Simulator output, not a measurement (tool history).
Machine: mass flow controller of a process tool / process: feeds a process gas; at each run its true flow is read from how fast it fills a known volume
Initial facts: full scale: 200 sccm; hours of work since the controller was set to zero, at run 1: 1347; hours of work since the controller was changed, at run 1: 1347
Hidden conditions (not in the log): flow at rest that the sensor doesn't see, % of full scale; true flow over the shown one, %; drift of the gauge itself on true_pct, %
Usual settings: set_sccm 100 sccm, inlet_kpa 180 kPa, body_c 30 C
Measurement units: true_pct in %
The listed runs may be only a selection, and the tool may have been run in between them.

run,day,set_sccm,inlet_kpa,body_c,hours of work since the controller was set to zero,hours of work since the controller was changed,true_pct
1,0,100,180,30,1347,1347,98.14
2,5.738,100,180,30,1403,1403,98.18
3,10.688,100,180,30,1452,1452,98.21
4,14.758,100,180,30,1492,1492,98.3
5,20.296,100,180,30,1547,1547,98.15
6,25.596,100,180,30,1599,1599,98.15
7,29.592,100,180,30,1638,1638,98.32
8,35.054,100,180,30,1692,1692,98.15
9,38.117,100,180,30,1722,1722,98.25
# day 38.671: controller's zero set anew
10,44.521,100,180,30,58,1785,98.51
11,48.433,31,180,27,96,1823,98.74
12,51.312,31,180,27,124,1852,98.8
13,54.8,100,233,39,159,1886,97.8
14,59.308,100,233,39,203,1930,97.93
15,65.688,141,180,28,266,1993,98.95
16,69.988,141,180,28,308,2036,98.9
17,73.85,100,255,30,346,2074,97.96

Consider 3 possible next runs. They are alternatives, not a sequence: every one starts from the tool as it was left by run 17. What does each give?
# day 77.754: controller's zero set anew, once more
A,78.138,100,180,39,4,2116,?
# day 77.754: controller's zero set anew, once more
B,78.138,100,180,28,4,2116,?
# day 77.754: controller's zero set anew, once more
C,78.138,52,180,32,4,2116,?

run,true_pct
A,97.43
B,97.72
C,96.82
With no hidden state in the tool, these same runs would have given:
run,true_pct
A,98
B,98.3
C,97.34

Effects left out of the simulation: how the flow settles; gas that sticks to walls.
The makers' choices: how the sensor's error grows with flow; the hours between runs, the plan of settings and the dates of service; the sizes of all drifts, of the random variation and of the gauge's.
